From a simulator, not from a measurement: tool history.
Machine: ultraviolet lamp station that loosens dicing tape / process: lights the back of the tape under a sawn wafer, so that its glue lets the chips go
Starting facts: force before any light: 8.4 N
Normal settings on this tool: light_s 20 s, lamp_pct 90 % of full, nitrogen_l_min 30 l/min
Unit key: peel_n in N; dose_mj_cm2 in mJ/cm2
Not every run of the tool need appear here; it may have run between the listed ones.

run 1 hour=0.0 | light_s=20 lamp_pct=90 nitrogen_l_min=30 | peel_n=0.840 dose_mj_cm2=473
run 2 hour=30.3 | light_s=35 lamp_pct=90 nitrogen_l_min=30 | peel_n=0.271 dose_mj_cm2=826
run 3 hour=49.5 | light_s=13 lamp_pct=90 nitrogen_l_min=30 | peel_n=1.771 dose_mj_cm2=304
run 4 hour=66.0 | light_s=20 lamp_pct=90 nitrogen_l_min=30 | peel_n=0.856 dose_mj_cm2=468
run 5 hour=94.1 | light_s=20 lamp_pct=90 nitrogen_l_min=30 | peel_n=0.797 dose_mj_cm2=472
run 6 hour=109.9 | light_s=20 lamp_pct=90 nitrogen_l_min=11 | peel_n=1.237 dose_mj_cm2=470
run 7 hour=145.7 | light_s=20 lamp_pct=90 nitrogen_l_min=18 | peel_n=1.046 dose_mj_cm2=472
run 8 hour=164.3 | light_s=20 lamp_pct=90 nitrogen_l_min=18 | peel_n=1.001 dose_mj_cm2=471
run 9 hour=184.5 | light_s=20 lamp_pct=90 nitrogen_l_min=18 | peel_n=1.009 dose_mj_cm2=474
-- hour=206.5 window cleaned of glue's vapour
run 10 hour=215.4 | light_s=20 lamp_pct=90 nitrogen_l_min=18 | peel_n=1.002 dose_mj_cm2=467
run 11 hour=237.5 | light_s=20 lamp_pct=90 nitrogen_l_min=30 | peel_n=0.843 dose_mj_cm2=467
run 12 hour=263.5 | light_s=20 lamp_pct=90 nitrogen_l_min=30 | peel_n=0.820 dose_mj_cm2=475
run 13 hour=292.2 | light_s=34 lamp_pct=90 nitrogen_l_min=30 | peel_n=0.268 dose_mj_cm2=797
run 14 hour=308.7 | light_s=20 lamp_pct=77 nitrogen_l_min=30 | peel_n=1.099 dose_mj_cm2=402
run 15 hour=329.3 | light_s=33 lamp_pct=68 nitrogen_l_min=30 | peel_n=0.530 dose_mj_cm2=583
run 16 hour=360.7 | light_s=33 lamp_pct=68 nitrogen_l_min=30 | peel_n=0.514 dose_mj_cm2=581
run 17 hour=385.5 | light_s=12 lamp_pct=69 nitrogen_l_min=45 | peel_n=2.526 dose_mj_cm2=215
-- hour=396.4 lamp changed
run 18 hour=404.1 | light_s=29 lamp_pct=100 nitrogen_l_min=30 | peel_n=0.312 dose_mj_cm2=759
run 19 hour=421.3 | light_s=33 lamp_pct=67 nitrogen_l_min=17 | peel_n=0.654 dose_mj_cm2=571
run 20 hour=438.1 | light_s=26 lamp_pct=90 nitrogen_l_min=21 | peel_n=0.541 dose_mj_cm2=610
run 21 hour=453.5 | light_s=17 lamp_pct=90 nitrogen_l_min=21 | peel_n=1.275 dose_mj_cm2=403
run 22 hour=487.2 | light_s=20 lamp_pct=90 nitrogen_l_min=22 | peel_n=0.902 dose_mj_cm2=472
run 23 hour=508.9 | light_s=20 lamp_pct=78 nitrogen_l_min=12 | peel_n=1.516 dose_mj_cm2=409
run 24 hour=528.3 | light_s=14 lamp_pct=63 nitrogen_l_min=33 | peel_n=2.495 dose_mj_cm2=231
run 25 hour=546.3 | light_s=28 lamp_pct=66 nitrogen_l_min=10 | peel_n=1.199 dose_mj_cm2=487
run 26 hour=565.1 | light_s=28 lamp_pct=69 nitrogen_l_min=10 | peel_n=1.116 dose_mj_cm2=507
run 27 hour=581.1 | light_s=28 lamp_pct=69 nitrogen_l_min=10 | peel_n=1.105 dose_mj_cm2=498
run 28 hour=615.9 | light_s=20 lamp_pct=86 nitrogen_l_min=21 | peel_n=0.989 dose_mj_cm2=451

Below are 3 alternative next runs, each starting from the tool's condition after run 28. Predict each:
run A hour=634.4 | light_s=21 lamp_pct=62 nitrogen_l_min=15 | peel_n=? dose_mj_cm2=?
run B hour=634.4 | light_s=20 lamp_pct=74 nitrogen_l_min=11 | peel_n=? dose_mj_cm2=?
run C hour=634.4 | light_s=20 lamp_pct=64 nitrogen_l_min=21 | peel_n=? dose_mj_cm2=?

run=A peel_n=1.920 dose_mj_cm2=339
run=B peel_n=1.675 dose_mj_cm2=388
run=C peel_n=1.672 dose_mj_cm2=337
Without the tool's unlogged condition, the same runs would have read:
run=A peel_n=1.914 dose_mj_cm2=340
run=B peel_n=1.669 dose_mj_cm2=389
run=C peel_n=1.667 dose_mj_cm2=338
